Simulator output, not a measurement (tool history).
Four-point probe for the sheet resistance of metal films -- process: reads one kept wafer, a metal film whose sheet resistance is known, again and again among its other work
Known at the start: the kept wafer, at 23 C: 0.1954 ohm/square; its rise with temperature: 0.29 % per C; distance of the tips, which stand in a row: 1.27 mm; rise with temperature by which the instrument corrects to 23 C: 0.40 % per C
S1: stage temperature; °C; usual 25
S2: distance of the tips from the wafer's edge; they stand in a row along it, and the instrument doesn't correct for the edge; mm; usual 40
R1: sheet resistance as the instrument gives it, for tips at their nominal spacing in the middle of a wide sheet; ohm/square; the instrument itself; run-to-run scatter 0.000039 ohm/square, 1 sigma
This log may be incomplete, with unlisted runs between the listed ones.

{"run": 1, "hour": 0.0, "S1": 25, "S2": 40, "R1": 0.195367}
{"run": 2, "hour": 7.8, "S1": 25, "S2": 40, "R1": 0.195388}
{"run": 3, "hour": 15.2, "S1": 25, "S2": 40, "R1": 0.195435}
{"run": 4, "hour": 23.3, "S1": 25, "S2": 40, "R1": 0.195478}
{"run": 5, "hour": 37.6, "S1": 25, "S2": 40, "R1": 0.195391}
{"run": 6, "hour": 47.5, "S1": 25, "S2": 40, "R1": 0.195417}
{"run": 7, "hour": 62.2, "S1": 25, "S2": 40, "R1": 0.195408}
{"run": 8, "hour": 69.5, "S1": 25, "S2": 4, "R1": 0.205344}
{"run": 9, "hour": 84.0, "S1": 23, "S2": 40, "R1": 0.195788}
{"run": 10, "hour": 96.3, "S1": 23, "S2": 40, "R1": 0.195777}
{"run": 11, "hour": 106.2, "S1": 29, "S2": 40, "R1": 0.194648}
{"run": 12, "hour": 119.2, "S1": 22, "S2": 40, "R1": 0.19601}
{"hour": 121.1, "done": "stage's thermometer calibrated"}
{"run": 13, "hour": 134.0, "S1": 22, "S2": 40, "R1": 0.196077}
{"run": 14, "hour": 147.6, "S1": 21, "S2": 46, "R1": 0.1963}
{"hour": 156.4, "done": "stage's thermometer calibrated, once more"}
{"run": 15, "hour": 157.0, "S1": 21, "S2": 46, "R1": 0.19603}
{"run": 16, "hour": 166.0, "S1": 21, "S2": 46, "R1": 0.196016}
{"run": 17, "hour": 181.8, "S1": 27, "S2": 20, "R1": 0.19517}
{"run": 18, "hour": 190.3, "S1": 22, "S2": 40, "R1": 0.195887}
{"run": 19, "hour": 200.2, "S1": 22, "S2": 40, "R1": 0.195884}
{"run": 20, "hour": 211.2, "S1": 22, "S2": 40, "R1": 0.195849}
{"run": 21, "hour": 218.1, "S1": 30, "S2": 19, "R1": 0.194534}
{"run": 22, "hour": 225.8, "S1": 21, "S2": 49, "R1": 0.195992}
{"run": 23, "hour": 241.1, "S1": 32, "S2": 39, "R1": 0.193811}
{"run": 24, "hour": 248.3, "S1": 32, "S2": 39, "R1": 0.193947}
{"run": 25, "hour": 257.1, "S1": 18, "S2": 40, "R1": 0.196634}

Branching from run 25: 3 alternative next runs. What would each branch give?
{"run": "A", "hour": 267.7, "S1": 26, "S2": 37, "R1": "?"}
{"run": "B", "hour": 267.7, "S1": 20, "S2": 12, "R1": "?"}
{"run": "C", "hour": 267.7, "S1": 23, "S2": 5, "R1": "?"}

run=A R1=0.195011
run=B R1=0.197291
run=C R1=0.20208
The same runs, with their run-to-run variation unchanged, on a tool lacking any hidden condition would have given:
run=A R1=0.194904
run=B R1=0.197183
run=C R1=0.20197
